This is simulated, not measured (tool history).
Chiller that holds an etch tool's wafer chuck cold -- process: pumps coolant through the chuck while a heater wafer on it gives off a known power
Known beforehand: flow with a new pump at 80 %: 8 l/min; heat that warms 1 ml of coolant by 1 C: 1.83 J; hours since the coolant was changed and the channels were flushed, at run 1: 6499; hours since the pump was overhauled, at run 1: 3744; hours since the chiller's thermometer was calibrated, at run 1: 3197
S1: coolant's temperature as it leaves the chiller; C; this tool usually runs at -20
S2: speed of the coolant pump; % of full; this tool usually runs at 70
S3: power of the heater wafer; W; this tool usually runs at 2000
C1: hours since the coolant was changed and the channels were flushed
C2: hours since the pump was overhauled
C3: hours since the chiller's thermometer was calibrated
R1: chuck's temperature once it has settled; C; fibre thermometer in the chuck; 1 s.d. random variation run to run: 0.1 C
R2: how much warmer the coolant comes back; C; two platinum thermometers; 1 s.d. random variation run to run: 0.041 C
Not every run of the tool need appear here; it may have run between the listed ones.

run	hour	S1	S2	S3	C1	C2	C3	R1	R2
1	0.0	-20	70	2000	6499	3744	3197	-2.0	9.31
2	159.5	-20	70	2000	6659	3904	3356	-1.9	9.41
# hour 270.6: coolant changed, channels flushed
3	306.9	-20	70	2000	36	4045	3498	-2.1	9.35
4	419.3	-25	70	2000	149	4157	3610	-6.9	9.25
5	557.3	-17	70	2000	287	4295	3748	1.1	9.34
6	627.4	-17	70	2000	357	4366	3818	1.1	9.29
7	791.5	-17	70	2000	521	4530	3982	1.2	9.32
8	879.8	-20	70	2000	609	4618	4071	-2.0	9.28
9	986.6	-20	70	2000	716	4725	4178	-1.8	9.40
10	1068.9	-20	70	2000	798	4807	4260	-2.1	9.32
11	1207.4	-20	70	2000	937	4946	4398	-2.0	9.43
12	1366.8	-20	66	2000	1096	5105	4558	-1.1	9.91
13	1507.6	-20	97	2000	1237	5246	4699	-6.1	6.78
14	1638.8	-20	97	2000	1368	5377	4830	-6.1	6.78
15	1795.8	-20	97	2000	1525	5534	4987	-5.9	6.78
# hour 1835.2: chiller's thermometer calibrated
16	1880.1	-20	97	2000	1609	5617	45	-6.0	6.79
17	2008.8	-20	97	2000	1737	5746	174	-5.9	6.81
18	2104.2	-16	97	1783	1833	5841	269	-3.7	6.01
19	2258.8	-16	97	1783	1987	5996	424	-3.6	6.02
20	2392.8	-16	97	1783	2121	6130	558	-3.7	6.06
21	2504.9	-16	97	1783	2233	6242	670	-3.5	6.12
22	2673.1	-20	60	2000	2402	6410	838	0.2	10.85
23	2794.7	-20	60	2000	2523	6532	959	0.5	10.91
24	2880.6	-13	67	1299	2609	6618	1045	-0.9	6.35
25	3008.2	-14	67	1109	2737	6745	1173	-3.7	5.37
26	3141.0	-18	83	1662	2869	6878	1306	-4.6	6.53
27	3282.2	-20	70	1879	3011	7019	1447	-3.1	8.76
28	3405.1	-26	73	1379	3134	7142	1570	-13.9	6.17
29	3499.8	-20	70	1016	3228	7237	1665	-10.9	4.75
30	3657.4	-20	70	1016	3386	7395	1822	-10.8	4.73
31	3807.5	-20	70	1934	3536	7545	1972	-2.5	9.06

Branching from run 31: 5 alternative next runs. What would each branch give?
A	3917.7	-19	70	1841	3646	7655	2082	?	?
B	3917.7	-10	70	2000	3646	7655	2082	?	?
C	3917.7	-20	89	1442	3646	7655	2082	?	?
D	3917.7	-20	86	1934	3646	7655	2082	?	?
E	3917.7	-19	70	2392	3646	7655	2082	?	?

run	R1	R2
A	-2.2	8.66
B	8.0	9.33
C	-9.2	5.25
D	-5.2	7.41
E	2.6	11.21
With the hidden condition removed and each run's random variation left untouched, the same runs would have given:
run	R1	R2
A	-2.2	8.64
B	8.0	9.31
C	-9.2	5.24
D	-5.2	7.40
E	2.5	11.19
